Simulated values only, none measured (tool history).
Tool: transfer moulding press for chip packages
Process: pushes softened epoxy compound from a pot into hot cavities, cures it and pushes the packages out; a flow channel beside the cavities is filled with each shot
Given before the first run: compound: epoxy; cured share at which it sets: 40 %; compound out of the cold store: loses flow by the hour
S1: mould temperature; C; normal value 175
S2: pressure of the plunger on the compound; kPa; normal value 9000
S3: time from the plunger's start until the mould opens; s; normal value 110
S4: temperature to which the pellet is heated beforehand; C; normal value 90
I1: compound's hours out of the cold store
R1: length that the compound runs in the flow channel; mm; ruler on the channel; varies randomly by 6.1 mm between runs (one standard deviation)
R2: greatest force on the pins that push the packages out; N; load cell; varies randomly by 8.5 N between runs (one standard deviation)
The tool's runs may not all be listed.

run	hour	S1	S2	S3	S4	I1	R1	R2
1	0.0	175	9000	110	90	36.9	634	654
2	7.1	175	9000	110	90	8.6	678	675
3	14.0	175	9000	110	97	24.2	646	682
# hour 20.9: cavities cleaned with cleaning compound and waxed
4	24.7	175	9000	110	97	16.5	662	445
5	32.5	175	9000	110	97	44.4	612	490
6	37.0	175	9000	110	97	16.1	659	522
7	44.6	175	9000	110	97	21.1	660	558
8	53.7	175	9000	110	97	33.2	631	589
9	60.2	175	9000	110	97	45.9	611	613
# hour 69.3: plunger's sealing rings changed
10	70.7	175	8130	110	90	14.0	680	656
# hour 73.6: mould's thermocouples calibrated
11	79.2	175	9000	105	90	25.1	693	711
12	88.4	175	9000	105	90	8.9	711	742
# hour 95.9: cavities cleaned with cleaning compound and waxed
13	98.4	175	6870	110	90	36.4	585	406
14	105.7	175	6870	110	90	24.1	588	474
15	113.3	175	6870	110	90	43.4	573	525
16	119.4	175	6870	110	90	8.8	623	591

Run 17 is up next; what results do you expect?
17	126.8	182	7360	95	83	25.2	?	?

Run 17 gave R1 611 mm, R2 562 N.
On a tool with no hidden condition, and with the same random variation, this run would have come out at R1 617 mm, R2 358 N.
